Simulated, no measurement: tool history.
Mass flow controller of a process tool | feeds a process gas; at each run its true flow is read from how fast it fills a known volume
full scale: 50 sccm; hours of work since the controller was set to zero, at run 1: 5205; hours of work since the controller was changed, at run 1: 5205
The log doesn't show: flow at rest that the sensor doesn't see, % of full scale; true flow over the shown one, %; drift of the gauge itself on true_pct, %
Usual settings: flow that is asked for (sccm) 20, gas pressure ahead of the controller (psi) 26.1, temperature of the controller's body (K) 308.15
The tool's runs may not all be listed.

run     hour  flow that is asked for (sccm)  gas pressure ahead of the controller (psi)  temperature of the controller's body (K)  hours of work since the controller was set to zero  hours of work since the controller was changed  true flow (%)
  1      0.0                             20                                        26.1                                    308.15                                                5205                                            5205          98.51
  2    185.1                             20                                        26.1                                    308.15                                                5322                                            5322          98.44
  3    475.6                             20                                        26.1                                    308.15                                                5507                                            5507          98.24
  4    627.1                             20                                        26.1                                    307.15                                                5604                                            5604          98.21
  5    782.8                             20                                        26.1                                    294.15                                                5703                                            5703          99.22
  6   1066.1                             20                                        26.1                                    294.15                                                5883                                            5883          98.89
  7   1241.5                             20                                        26.1                                    294.15                                                5995                                            5995          98.84
  8   1409.9                             20                                        26.1                                    294.15                                                6102                                            6102          98.78
  9   1695.8                             20                                        26.1                                    294.15                                                6284                                            6284          98.34
 10   1944.0                             20                                        26.1                                    294.15                                                6442                                            6442          98.34
 11   2122.6                             20                                        26.1                                    294.15                                                6556                                            6556          98.20
 12   2324.7                              7                                        26.1                                    294.15                                                6684                                            6684          97.67
 13   2548.4                              7                                        26.1                                    296.15                                                6827                                            6827          97.36
 14   2736.9                              7                                        26.1                                    296.15                                                6947                                            6947          97.34
      2821.6  -- gauge calibrated
 15   3084.6                              7                                        26.1                                    296.15                                                7168                                            7168          99.10
 16   3396.1                             20                                        26.1                                    307.15                                                7366                                            7366          98.15
 17   3700.4                             16                                        26.1                                    308.15                                                7560                                            7560          97.88
 18   4020.0                             20                                        37.0                                    308.15                                                7763                                            7763          97.25
 19   4200.1                             20                                        37.0                                    308.15                                                7878                                            7878          97.01
      4371.6  -- controller's zero set anew
 20   4445.8                             20                                        37.0                                    308.15                                                  47                                            8034          96.89
 21   4658.3                             20                                        26.1                                    302.15                                                 182                                            8169          97.68
 22   4825.8                             20                                        26.1                                    302.15                                                 289                                            8276          97.54
 23   4972.0                             13                                        26.1                                    308.15                                                 382                                            8369          96.81
 24   5184.4                             13                                        26.1                                    308.15                                                 517                                            8504          96.70
 25   5403.3                             13                                        26.1                                    308.15                                                 657                                            8644          96.39
 26   5605.2                             13                                        26.1                                    308.15                                                 785                                            8772          96.26
 27   5841.8                              8                                        35.8                                    299.15                                                 936                                            8923          96.46
 28   6055.9                              9                                        20.5                                    308.15                                                1072                                            9059          96.22
      6149.5  -- gauge calibrated
 29   6273.9                             20                                        26.1                                    304.15                                                1211                                            9198          98.58
 30   6438.8                             29                                        25.8                                    308.15                                                1316                                            9303          98.47
 31   6647.7                             29                                        25.8                                    308.15                                                1449                                            9436          98.48
 32   6982.5                              5                                        26.0                                    303.15                                                1662                                            9649          97.95
 33   7292.5                             10                                        33.4                                    308.15                                                1859                                            9846          97.18
 34   7560.0                             39                                        36.1                                    294.15                                                2029                                           10016          98.77
 35   7787.5                             39                                        36.1                                    294.15                                                2174                                           10161          98.55
 36   8042.6                             15                                        26.1                                    304.15                                                2337                                           10324          97.33
 37   8248.0                             12                                        26.1                                    299.15                                                2467                                           10454          97.55
 38   8505.1                             12                                        26.1                                    299.15                                                2631                                           10618          97.35
 39   8672.2                             38                                        27.6                                    296.15                                                2737                                           10724          98.03
 40   8884.8                              9                                        20.9                                    310.15                                                2873                                           10860          96.35
 41   9232.5                              9                                        20.9                                    310.15                                                3094                                           11081          96.04
 42   9470.4                              7                                        29.0                                    293.15                                                3245                                           11232          97.00
 43   9779.3                              7                                        29.0                                    293.15                                                3442                                           11429          96.70
 44  10072.7                              5                                        32.2                                    299.15                                                3629                                           11616          95.96
 45  10356.7                             13                                        35.8                                    306.15                                                3810                                           11797          95.12

Forecast run 46:
     10391.1  -- gauge calibrated
 46  10651.3                             20                                        20.7                                    303.15                                                3997                                           11984              ?

true flow (%): 98.98
Without the tool's hidden state the same run would have given true flow (%) 99.22.
